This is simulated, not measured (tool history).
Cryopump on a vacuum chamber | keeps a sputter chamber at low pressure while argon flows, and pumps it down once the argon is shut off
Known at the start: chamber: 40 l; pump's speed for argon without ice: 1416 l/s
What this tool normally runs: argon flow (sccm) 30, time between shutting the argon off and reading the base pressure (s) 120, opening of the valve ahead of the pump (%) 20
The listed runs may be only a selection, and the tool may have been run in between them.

run	hour	argon flow (sccm)	time between shutting the argon off and reading the base pressure (s)	opening of the valve ahead of the pump (%)	pressure while argon flows (Pa)	pressure after the wait (uPa)
1	0	30	120	20	0.1821	1.52
2	39.9	30	120	20	0.1811	1.47
3	68.6	36	120	20	0.2195	1.57
4	118.8	30	120	29	0.1265	1.55
5	170.8	29	120	20	0.1784	1.63
6	205	30	120	20	0.1821	1.52
7	238.6	30	120	20	0.1822	1.57
8	301.8	30	120	20	0.1835	1.58
9	363.5	30	120	20	0.185	1.67
10	400.5	30	120	20	0.1832	1.66
11	461.1	30	120	20	0.1847	1.68
12	514.2	30	120	20	0.1853	1.71
13	574.2	30	120	20	0.1864	1.77
14	626.9	50	120	21	0.2979	1.73
15	678	22	75	20	0.1378	2.27
16	718.8	30	92	45	0.0883	2.05
17	775.8	30	71	16	0.2331	2.49
18	821.4	16	116	16	0.1235	1.84

Run 19 comes next. What will it give?
19	852.5	16	116	32	?	?

Run 19 came out at pressure while argon flows (Pa) 0.0645, pressure after the wait (uPa) 1.87.
On a tool with no hidden condition, and with the same random variation, this run would have come out at pressure while argon flows (Pa) 0.0594, pressure after the wait (uPa) 1.05.
